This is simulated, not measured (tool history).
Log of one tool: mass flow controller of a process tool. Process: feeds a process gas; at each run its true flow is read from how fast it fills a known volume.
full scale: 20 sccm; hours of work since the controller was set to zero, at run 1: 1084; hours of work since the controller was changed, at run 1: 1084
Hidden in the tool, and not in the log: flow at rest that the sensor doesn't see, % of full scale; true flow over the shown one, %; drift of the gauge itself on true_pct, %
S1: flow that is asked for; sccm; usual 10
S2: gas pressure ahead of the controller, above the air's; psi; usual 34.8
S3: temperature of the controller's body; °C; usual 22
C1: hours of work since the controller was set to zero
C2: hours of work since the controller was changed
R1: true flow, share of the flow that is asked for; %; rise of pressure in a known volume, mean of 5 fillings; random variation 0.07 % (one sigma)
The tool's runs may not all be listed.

Run 1, hour 0: usual settings; C1 1084; C2 1084. Result: R1 98.48 %.
Run 2, hour 47.5: usual settings; C1 1099; C2 1099. Result: R1 98.51 %.
Run 3, hour 91: usual settings; C1 1112; C2 1112. Result: R1 98.83 %.
Run 4, hour 131: usual settings; C1 1125; C2 1125. Result: R1 98.83 %.
Run 5, hour 210.2: usual settings; C1 1150; C2 1150. Result: R1 98.98 %.
Run 6, hour 276.2: usual settings; C1 1171; C2 1171. Result: R1 98.9 %.
Run 7, hour 323.4: usual settings; C1 1185; C2 1185. Result: R1 99.06 %.
Run 8, hour 371: usual settings; C1 1200; C2 1200. Result: R1 99.18 %.
Run 9, hour 430.4: usual settings; C1 1219; C2 1219. Result: R1 99.28 %.
Run 10, hour 488.1: usual settings but S3 24 °C; C1 1237; C2 1237. Result: R1 99.25 %.
Run 11, hour 568.9: usual settings but S3 24 °C; C1 1263; C2 1263. Result: R1 99.3 %.
Run 12, hour 647.9: usual settings but S3 24 °C; C1 1287; C2 1287. Result: R1 99.55 %.
Run 13, hour 721.7: usual settings but S3 24 °C; C1 1311; C2 1311. Result: R1 99.62 %.
At hour 767.1: gauge calibrated.
Run 14, hour 800.5: usual settings but S3 24 °C; C1 1335; C2 1335. Result: R1 98.63 %.
Run 15, hour 847.2: usual settings but S3 24 °C; C1 1350; C2 1350. Result: R1 98.73 %.
Run 16, hour 921.8: usual settings but S3 24 °C; C1 1373; C2 1373. Result: R1 98.6 %.
Run 17, hour 997.1: usual settings but S3 24 °C; C1 1397; C2 1397. Result: R1 99 %.
Run 18, hour 1063.2: usual settings but S2 23.1 psi; C1 1418; C2 1418. Result: R1 99.49 %.
Run 19, hour 1101.8: usual settings but S2 36.3 psi; C1 1430; C2 1430. Result: R1 99.12 %.
Run 20, hour 1172.1: usual settings but S2 33.9 psi; C1 1452; C2 1452. Result: R1 99.21 %.
Run 21, hour 1214.2: usual settings but S2 33.9 psi; C1 1465; C2 1465. Result: R1 99.23 %.
Run 22, hour 1265.7: usual settings but S2 33.9 psi; C1 1481; C2 1481. Result: R1 99.33 %.
Run 23, hour 1320.3: usual settings but S2 24.5 psi; C1 1499; C2 1499. Result: R1 99.83 %.
Run 24, hour 1362.1: usual settings but S2 24.5 psi; C1 1512; C2 1512. Result: R1 99.96 %.
Run 25, hour 1404.4: usual settings but S1 11 sccm, S2 31.9 psi, S3 35 °C; C1 1525; C2 1525. Result: R1 99.42 %.
Run 26, hour 1457.1: usual settings but S1 7 sccm; C1 1542; C2 1542. Result: R1 99.07 %.
Run 27, hour 1527.3: usual settings but S1 5 sccm, S3 38 °C; C1 1564; C2 1564. Result: R1 98.64 %.
Run 28, hour 1580.3: usual settings but S1 3 sccm, S2 23.4 psi; C1 1580; C2 1580. Result: R1 99.34 %.
Run 29, hour 1624.8: usual settings but S1 6 sccm, S2 23.9 psi, S3 25 °C; C1 1594; C2 1594. Result: R1 99.61 %.
Run 30, hour 1676.7: usual settings but S1 14 sccm, S2 35.8 psi, S3 36 °C; C1 1611; C2 1611. Result: R1 99.98 %.
Run 31, hour 1742.1: usual settings but S1 14 sccm, S2 35.8 psi, S3 36 °C; C1 1631; C2 1631. Result: R1 100.1 %.
Run 32, hour 1781.2: usual settings but S1 2 sccm, S2 28.1 psi, S3 31 °C; C1 1643; C2 1643. Result: R1 98.9 %.
Run 33, hour 1857.1: usual settings but S1 2 sccm, S2 28.1 psi, S3 31 °C; C1 1667; C2 1667. Result: R1 99.02 %.
At hour 1924.7: gauge calibrated.
Run 34, hour 1929: usual settings but S1 3 sccm, S2 29.7 psi, S3 25 °C; C1 1690; C2 1690. Result: R1 97.56 %.
Run 35, hour 1995: usual settings but S1 3 sccm, S2 29.7 psi, S3 25 °C; C1 1711; C2 1711. Result: R1 97.88 %.
Run 36, hour 2055.7: usual settings but S1 12 sccm; C1 1730; C2 1730. Result: R1 99.01 %.
Run 37, hour 2110.9: usual settings but S1 12 sccm, S2 38 psi; C1 1747; C2 1747. Result: R1 98.88 %.
Run 38, hour 2164.2: usual settings but S1 8 sccm; C1 1764; C2 1764. Result: R1 98.69 %.
Run 39, hour 2207.3: usual settings but S1 12 sccm, S2 23.5 psi; C1 1777; C2 1777. Result: R1 99.6 %.
Run 40, hour 2272.1: usual settings but S1 12 sccm, S2 23.5 psi, S3 30 °C; C1 1798; C2 1798. Result: R1 99.49 %.
Run 41, hour 2328.2: usual settings but S1 12 sccm, S2 23.5 psi, S3 30 °C; C1 1815; C2 1815. Result: R1 99.45 %.
Run 42, hour 2404.8: usual settings but S2 25.4 psi, S3 26 °C; C1 1839; C2 1839. Result: R1 99.51 %.
Run 43, hour 2459: usual settings but S1 5 sccm, S2 30 psi, S3 28 °C; C1 1856; C2 1856. Result: R1 98.7 %.
Run 44, hour 2515: usual settings but S1 5 sccm, S2 30 psi, S3 28 °C; C1 1874; C2 1874. Result: R1 98.86 %.
Run 45, hour 2578.2: usual settings but S1 5 sccm, S2 30 psi, S3 28 °C; C1 1894; C2 1894. Result: R1 98.93 %.
Run 46, hour 2623.5: usual settings but S1 15 sccm, S3 28 °C; C1 1908; C2 1908. Result: R1 100.14 %.
Run 47, hour 2702.1: usual settings but S1 15 sccm, S3 28 °C; C1 1933; C2 1933. Result: R1 100.19 %.
Run 48, hour 2767.1: usual settings but S1 15 sccm, S3 28 °C; C1 1953; C2 1953. Result: R1 100.3 %.

Some steps in R1 between neighbouring runs. How much of each would the tool show without its hidden state too (settings, what came in, random variation), and how much is left for the hidden state, with any gauge scatter that isn't in both results?
Run 4 -> 5: no setting changed, nothing entered. R1 +0.15 %: hidden state +0.13, all else +0.02.
Run 13 -> 14: gauge calibrated. R1 -0.99 %: hidden state -1.06, all else +0.07.
Run 31 -> 32: S1 14 -> 2, S2 35.8 -> 28.1, S3 36 -> 31. R1 -1.2 %: hidden state +0.05, all else -1.25.
Run 33 -> 34: S1 2 -> 3, S2 28.1 -> 29.7, S3 31 -> 25, gauge calibrated. R1 -1.46 %: hidden state -1.65, all else +0.19.
Run 45 -> 46: S1 5 -> 15, S2 30 -> 34.8. R1 +1.21 %: hidden state +0.08, all else +1.13.
